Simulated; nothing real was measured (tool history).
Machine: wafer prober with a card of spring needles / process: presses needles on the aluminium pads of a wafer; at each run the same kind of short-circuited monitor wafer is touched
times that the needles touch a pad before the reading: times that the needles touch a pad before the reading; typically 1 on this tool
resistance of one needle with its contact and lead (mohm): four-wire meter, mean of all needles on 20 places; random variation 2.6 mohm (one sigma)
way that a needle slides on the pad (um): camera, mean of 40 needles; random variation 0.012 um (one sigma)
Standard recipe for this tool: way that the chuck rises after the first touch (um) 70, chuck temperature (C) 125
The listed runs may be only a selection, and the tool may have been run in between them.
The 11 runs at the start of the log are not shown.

run   hour  way that the chuck rises after the first touch (um)  chuck temperature (C)  times that the needles touch a pad before the reading  resistance of one needle with its contact and lead (mohm)  way that a needle slides on the pad (um)
      76.5  -- tips cleaned on abrasive film
 12   78.9                                                   62                     67                                                      1                                                        290                                      7.82
 13   83.1                                                   62                     67                                                      1                                                        288                                      7.84
      86.1  -- tips cleaned on abrasive film
 14   87.6                                                   62                     67                                                      1                                                        280                                      7.83
 15   93.8                                                   62                     67                                                      1                                                        286                                      7.84
      96.1  -- tips cleaned on abrasive film
 16  101.6                                                   62                     67                                                      1                                                        286                                      7.83
     105.6  -- tips cleaned on abrasive film
 17  109.2                                                   62                     67                                                      1                                                        289                                      7.84
     115.4  -- tips cleaned on abrasive film
 18  116.7                                                   84                    101                                                      2                                                        291                                     10.62
 19  122.7                                                   70                    125                                                      2                                                        306                                      8.83
     124.9  -- tips cleaned on abrasive film
 20  128.0                                                   70                    125                                                      3                                                        303                                      8.85
     134.4  -- tips cleaned on abrasive film
 21  137.3                                                   70                     71                                                      2                                                        287                                      8.85
     144.1  -- tips cleaned on abrasive film
 22  146.9                                                   70                     71                                                      2                                                        286                                      8.83
     151.2  -- height of the first contact set anew
 23  152.8                                                   58                     87                                                      2                                                        293                                      7.33
     154.2  -- tips cleaned on abrasive film
 24  156.9                                                   90                    125                                                      1                                                        299                                     11.39
 25  162.7                                                   90                    125                                                      1                                                        300                                     11.37
     164.1  -- tips cleaned on abrasive film
 26  172.3                                                   81                     55                                                      1                                                        282                                     10.23
     173.8  -- tips cleaned on abrasive film
 27  181.9                                                   51                     40                                                      1                                                        282                                      6.44
     183.1  -- tips cleaned on abrasive film
 28  186.0                                                   72                     50                                                      2                                                        278                                      9.10
     193.0  -- tips cleaned on abrasive film
 29  195.6                                                   72                     51                                                      2                                                        276                                      9.09
 30  201.8                                                   72                     51                                                      2                                                        280                                      9.10
     202.6  -- tips cleaned on abrasive film
 31  208.0                                                   83                    101                                                      1                                                        295                                     10.50
     212.4  -- tips cleaned on abrasive film
 32  215.9                                                   64                     29                                                      1                                                        281                                      8.06
     222.1  -- tips cleaned on abrasive film
 33  224.7                                                   64                     29                                                      1                                                        278                                      8.08

Here are 4 independent what-if runs from the current tool condition. What would each one return?
     231.6  -- tips cleaned on abrasive film
  A  231.6                                                   51                     64                                                      2                                                          ?                                         ?
     231.6  -- tips cleaned on abrasive film
  B  231.6                                                   70                    125                                                      3                                                          ?                                         ?
     231.6  -- tips cleaned on abrasive film
  C  231.6                                                   72                     99                                                      1                                                          ?                                         ?
     231.6  -- tips cleaned on abrasive film
  D  231.6                                                   64                     43                                                      2                                                          ?                                         ?

run  resistance of one needle with its contact and lead (mohm)  way that a needle slides on the pad (um)
  A                                                        290                                      6.45
  B                                                        304                                      8.82
  C                                                        298                                      9.13
  D                                                        280                                      8.10
Take away the tool's hidden state, keep each run's random variation, and the runs would have read:
run  resistance of one needle with its contact and lead (mohm)  way that a needle slides on the pad (um)
  A                                                        290                                      6.45
  B                                                        304                                      8.82
  C                                                        298                                      9.13
  D                                                        280                                      8.10
